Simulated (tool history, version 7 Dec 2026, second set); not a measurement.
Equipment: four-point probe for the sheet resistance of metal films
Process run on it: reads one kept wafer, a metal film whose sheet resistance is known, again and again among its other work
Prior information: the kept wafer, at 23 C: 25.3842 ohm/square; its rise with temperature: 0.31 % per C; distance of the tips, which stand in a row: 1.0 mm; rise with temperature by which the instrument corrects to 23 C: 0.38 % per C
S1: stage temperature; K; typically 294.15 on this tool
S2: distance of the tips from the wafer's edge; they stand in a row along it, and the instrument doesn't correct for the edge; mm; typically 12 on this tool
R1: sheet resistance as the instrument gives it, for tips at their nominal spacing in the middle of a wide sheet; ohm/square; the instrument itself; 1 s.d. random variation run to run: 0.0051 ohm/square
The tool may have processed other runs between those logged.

run     day      S1  S2         R1
  1       0  294.15  12   25.50089
  2   3.667  294.15  12  25.501369
  3   7.367  295.15  12  25.483205
  4   9.308  295.15  12  25.481464
      9.667  -- stage's thermometer calibrated
  5  11.179  294.15  12  25.518205
  6  14.538  294.15  12  25.516668
  7      18  294.15  12  25.506945
  8  20.004  302.15  12  25.375938
  9  23.621  294.15  12  25.498685
 10  26.446  294.15  12  25.502439
 11  29.079  299.15  12  25.408072
 12  32.254  299.15  12  25.401016
 13      35  299.15  12  25.398429
 14  38.579  300.15  12  25.383231
 15  41.046  294.15  12    25.4862
 16  43.067  294.15  12  25.473458
 17   46.55  294.15  12  25.470542
 18  49.562  294.15  13   25.45796
 19  52.454  294.15  16  25.427277
 20  54.962  294.15   3  26.790558
 21  58.117  291.15  12  25.507499
 22   60.55  291.15  12  25.505183
 23  63.958  294.15  12  25.453122
 24  66.967  294.15  12  25.444391
 25  70.333  298.15  30  25.282031
 26  73.446  301.15  68  25.238814

Predict the results of run 27:
 27  75.95  296.15  39   ?

R1: 25.315917 ohm/square
Take away the tool's hidden state, keep the run-to-run variation as it was, and the same run would have given R1 25.39618 ohm/square.
